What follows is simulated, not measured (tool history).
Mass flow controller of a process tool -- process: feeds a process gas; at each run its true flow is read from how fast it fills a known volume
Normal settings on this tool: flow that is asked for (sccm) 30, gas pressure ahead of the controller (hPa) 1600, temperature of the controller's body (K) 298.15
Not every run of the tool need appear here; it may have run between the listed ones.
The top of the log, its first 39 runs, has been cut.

| run | hour | flow that is asked for (sccm) | gas pressure ahead of the controller (hPa) | temperature of the controller's body (K) | true flow (%) |
|---|---|---|---|---|---|
| 40 | 8889.5 | 30 | 2720 | 301.15 | 100.09 |
| 41 | 9083.7 | 30 | 2230 | 295.15 | 100.12 |
| 42 | 9403.6 | 30 | 2230 | 295.15 | 100.18 |
| 43 | 9714.8 | 47 | 1940 | 295.15 | 100.13 |
| 44 | 9941.3 | 47 | 1940 | 295.15 | 99.99 |
| 45 | 10112.1 | 47 | 1940 | 295.15 | 99.99 |
| 46 | 10254.3 | 47 | 1940 | 295.15 | 99.86 |
| 47 | 10456.8 | 30 | 1860 | 306.15 | 98.33 |

Here are 5 independent what-if runs from the current tool condition. What would each one return?
| A | 10760 | 11 | 2670 | 304.15 | ? |
| B | 10760 | 7 | 1750 | 302.15 | ? |
| C | 10760 | 10 | 1520 | 303.15 | ? |
| D | 10760 | 30 | 2320 | 306.15 | ? |
| E | 10760 | 30 | 1860 | 295.15 | ? |

| run | true flow (%) |
|---|---|
| A | 97.63 |
| B | 96.1 |
| C | 96.66 |
| D | 98.62 |
| E | 99.11 |
Stripped of hidden state, with their random variation kept, the same runs would have yielded:
| run | true flow (%) |
|---|---|
| A | 99.26 |
| B | 98.59 |
| C | 98.43 |
| D | 99.29 |
| E | 99.77 |
